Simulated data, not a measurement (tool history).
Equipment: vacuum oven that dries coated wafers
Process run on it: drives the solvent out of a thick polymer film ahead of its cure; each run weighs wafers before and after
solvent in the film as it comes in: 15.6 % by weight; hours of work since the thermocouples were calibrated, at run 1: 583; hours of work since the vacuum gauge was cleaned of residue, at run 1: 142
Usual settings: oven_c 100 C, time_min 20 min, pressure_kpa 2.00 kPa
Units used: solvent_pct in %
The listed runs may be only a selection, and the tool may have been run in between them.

run,hour,oven_c,time_min,pressure_kpa,hours of work since the thermocouples were calibrated,hours of work since the vacuum gauge was cleaned of residue,solvent_pct
1,0.0,100,20,2.00,583,142,4.54
2,14.3,100,20,2.00,590,150,4.54
3,40.3,100,20,2.00,604,163,4.48
4,65.8,100,20,2.00,617,176,4.55
5,79.1,100,20,2.00,624,183,4.52
6,103.1,100,20,6.43,636,196,7.25
7,130.4,100,20,6.43,650,210,7.25
8,157.6,100,20,6.43,665,224,7.26
# hour 161.8: oven's thermocouples calibrated
9,183.8,100,20,2.00,11,236,4.51
10,197.3,100,10,6.62,18,243,9.47
11,210.3,100,10,6.62,25,250,9.44
12,237.4,100,10,6.62,39,264,9.36
# hour 246.4: oven's thermocouples calibrated, once more
13,252.8,100,10,6.62,3,271,9.52
14,267.1,114,17,3.75,11,279,2.78
15,281.5,113,34,1.44,18,286,0.91
16,297.9,113,34,1.44,27,294,0.93
17,319.5,90,13,3.12,38,306,9.61
18,339.7,96,21,2.50,48,316,5.81

Hidden state at the last listed run before each entry between runs and at the first one after, where it differs:
Runs 8 to 9: oven's thermocouples calibrated (hour 161.8)
  true wafer temperature over the reading, C: 0.52 -> 0.79; true pressure over the reading, kPa: 0.101 -> 0.105
  the result without the hidden state subtracted from the measured one, solvent_pct: -0.10 -> -0.15 %
Runs 12 to 13: oven's thermocouples calibrated, once more (hour 246.4)
  true wafer temperature over the reading, C: 0.82 -> 0.41; true pressure over the reading, kPa: 0.114 -> 0.116
  the result without the hidden state subtracted from the measured one, solvent_pct: -0.17 -> -0.06 %
